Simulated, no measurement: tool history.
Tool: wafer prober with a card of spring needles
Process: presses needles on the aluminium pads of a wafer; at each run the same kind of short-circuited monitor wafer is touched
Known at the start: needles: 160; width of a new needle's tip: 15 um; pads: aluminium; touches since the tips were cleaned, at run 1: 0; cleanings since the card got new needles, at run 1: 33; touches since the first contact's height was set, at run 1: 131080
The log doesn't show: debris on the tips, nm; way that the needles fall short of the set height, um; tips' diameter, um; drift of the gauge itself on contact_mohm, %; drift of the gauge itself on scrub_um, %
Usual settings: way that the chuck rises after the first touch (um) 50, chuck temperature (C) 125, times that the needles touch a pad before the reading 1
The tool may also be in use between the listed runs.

run,hour,way that the chuck rises after the first touch (um),chuck temperature (C),times that the needles touch a pad before the reading,touches since the tips were cleaned,cleanings since the card got new needles,touches since the first contact's height was set,resistance of one needle with its contact and lead (mohm),way that a needle slides on the pad (um)
1,0.0,50,125,1,0,33,131080,211,9.13
# hour 7.5: tips cleaned on abrasive film
# hour 14.8: tips cleaned on abrasive film
2,15.8,54,125,1,651,35,140741,260,9.86
# hour 21.8: tips cleaned on abrasive film
# hour 29.2: tips cleaned on abrasive film
# hour 33.0: height of the first contact set anew
3,33.0,47,125,1,2144,37,0,371,8.81
# hour 36.1: tips cleaned on abrasive film
# hour 42.2: tips cleaned on abrasive film
# hour 49.5: tips cleaned on abrasive film
# hour 55.5: tips cleaned on abrasive film
4,59.4,50,125,1,2406,41,16058,351,9.36
# hour 62.3: tips cleaned on abrasive film
# hour 69.7: tips cleaned on abrasive film
# hour 75.7: tips cleaned on abrasive film
5,79.6,50,102,1,2403,44,28353,364,9.34
# hour 82.7: tips cleaned on abrasive film
# hour 90.1: tips cleaned on abrasive film
6,94.0,50,102,1,2374,46,37090,354,9.28
# hour 97.0: tips cleaned on abrasive film
# hour 104.3: tips cleaned on abrasive film
# hour 111.1: tips cleaned on abrasive film
7,111.1,50,102,1,0,49,47463,193,9.30
# hour 118.6: tips cleaned on abrasive film
# hour 124.7: tips cleaned on abrasive film
8,130.0,50,97,1,3282,51,59014,396,9.27
# hour 131.6: tips cleaned on abrasive film
# hour 138.9: tips cleaned on abrasive film
# hour 146.1: tips cleaned on abrasive film
9,150.7,50,97,1,2819,54,71612,392,9.23
# hour 152.3: tips cleaned on abrasive film
# hour 159.4: tips cleaned on abrasive film
# hour 166.5: tips cleaned on abrasive film
10,166.7,51,97,1,153,57,81336,206,9.44

5 ways to go on from here, each from the tool as it stands after run 10. What would each give?
# hour 172.7: tips cleaned on abrasive film
# hour 178.8: tips cleaned on abrasive film
A,182.8,65,125,2,2496,59,91163,?,?
# hour 172.7: tips cleaned on abrasive film
# hour 178.8: tips cleaned on abrasive film
B,182.8,51,30,1,2496,59,91163,?,?
# hour 172.7: tips cleaned on abrasive film
# hour 178.8: tips cleaned on abrasive film
C,182.8,30,95,2,2496,59,91163,?,?
# hour 172.7: tips cleaned on abrasive film
# hour 178.8: tips cleaned on abrasive film
D,182.8,65,61,1,2496,59,91163,?,?
# hour 172.7: tips cleaned on abrasive film
# hour 178.8: tips cleaned on abrasive film
E,182.8,49,25,1,2496,59,91163,?,?

run,resistance of one needle with its contact and lead (mohm),way that a needle slides on the pad (um)
A,238,12.00
B,362,9.41
C,516,5.45
D,280,12.00
E,379,9.01
Without the tool's hidden state the same runs would have given:
run,resistance of one needle with its contact and lead (mohm),way that a needle slides on the pad (um)
A,169,12.19
B,156,9.60
C,203,5.64
D,155,12.19
E,156,9.20
